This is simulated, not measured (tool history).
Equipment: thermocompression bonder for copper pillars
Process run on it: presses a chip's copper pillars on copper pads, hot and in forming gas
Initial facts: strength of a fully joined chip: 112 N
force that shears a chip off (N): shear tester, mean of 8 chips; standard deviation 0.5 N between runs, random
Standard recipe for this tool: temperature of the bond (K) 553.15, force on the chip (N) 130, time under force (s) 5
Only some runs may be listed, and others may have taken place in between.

run,day,temperature of the bond (K),force on the chip (N),time under force (s),force that shears a chip off (N)
1,0.000,553.15,130,5,76.1
2,1.371,553.15,130,5,76.3
3,2.600,553.15,130,5,75.7
4,3.338,553.15,130,5,75.2
5,4.012,553.15,130,5,74.8
6,4.758,553.15,130,5,75.9
7,5.904,553.15,130,5,75.2
8,6.883,553.15,130,5,75.2
# day 7.004: force cell calibrated
9,8.267,553.15,130,7,80.9
10,8.867,553.15,130,7,79.6
# day 9.388: forming gas filter changed
11,10.129,543.15,191,9,89.8
12,10.771,543.15,191,9,90.6
13,11.521,543.15,191,9,90.3
14,12.479,543.15,191,9,90.1

Predict the results of run 15:
15,13.638,543.15,191,9,?

force that shears a chip off (N): 89.9
Were there no unlogged condition in the tool, this run, its random variation unchanged, would have produced force that shears a chip off (N) 90.0.
